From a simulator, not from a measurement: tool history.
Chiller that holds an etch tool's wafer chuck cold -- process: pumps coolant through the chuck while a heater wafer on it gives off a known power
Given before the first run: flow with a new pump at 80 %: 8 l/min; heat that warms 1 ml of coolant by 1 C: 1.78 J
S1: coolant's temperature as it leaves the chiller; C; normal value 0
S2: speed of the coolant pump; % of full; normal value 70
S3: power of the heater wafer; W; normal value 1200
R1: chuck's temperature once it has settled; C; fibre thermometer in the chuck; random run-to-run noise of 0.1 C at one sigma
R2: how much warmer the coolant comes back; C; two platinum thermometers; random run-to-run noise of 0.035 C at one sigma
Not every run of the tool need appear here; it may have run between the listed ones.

Run 1, hour 0.0: usual settings. Result: R1 11.1 C, R2 6.25 C.
Run 2, hour 178.1: usual settings. Result: R1 11.5 C, R2 6.33 C.
At hour 259.0: chiller's thermometer calibrated.
Run 3, hour 340.4: usual settings. Result: R1 12.2 C, R2 6.33 C.
Run 4, hour 519.8: usual settings. Result: R1 12.5 C, R2 6.42 C.
Run 5, hour 615.8: usual settings. Result: R1 12.3 C, R2 6.43 C.
Run 6, hour 793.5: usual settings but S1 -8 C. Result: R1 4.6 C, R2 6.55 C.
Run 7, hour 987.7: usual settings but S1 -8 C. Result: R1 4.6 C, R2 6.62 C.
At hour 1063.2: coolant changed, channels flushed.
Run 8, hour 1158.7: usual settings but S1 -8 C, S2 85 % of full. Result: R1 1.9 C, R2 5.47 C.
Run 9, hour 1310.9: usual settings but S3 673 W. Result: R1 6.4 C, R2 3.79 C.
Run 10, hour 1495.2: usual settings but S1 -7 C, S3 814 W. Result: R1 0.9 C, R2 4.51 C.
Run 11, hour 1708.9: usual settings but S2 81 % of full, S3 807 W. Result: R1 7.0 C, R2 3.97 C.
Run 12, hour 1907.9: usual settings but S3 1422 W. Result: R1 14.3 C, R2 8.10 C.
At hour 1925.5: coolant pump overhauled.
Run 13, hour 2001.2: usual settings but S1 3 C, S3 931 W. Result: R1 12.8 C, R2 5.59 C.
Run 14, hour 2212.1: usual settings but S3 825 W. Result: R1 8.8 C, R2 5.01 C.
Run 15, hour 2369.0: usual settings but S1 -6 C, S2 66 % of full, S3 899 W. Result: R1 3.9 C, R2 5.85 C.
Run 16, hour 2475.7: usual settings but S2 68 % of full. Result: R1 13.4 C, R2 7.56 C.

Run 17 has not been measured yet. What should we expect?
Run 17, hour 2677.8: usual settings but S2 84 % of full, S3 1547 W. Result: R1 ?, R2 ?.

{"run 17": {"R1": 14.8, "R2": 8.0}}
The same run, on a tool lacking any hidden state, would have yielded R1 11.6 C, R2 6.18 C.
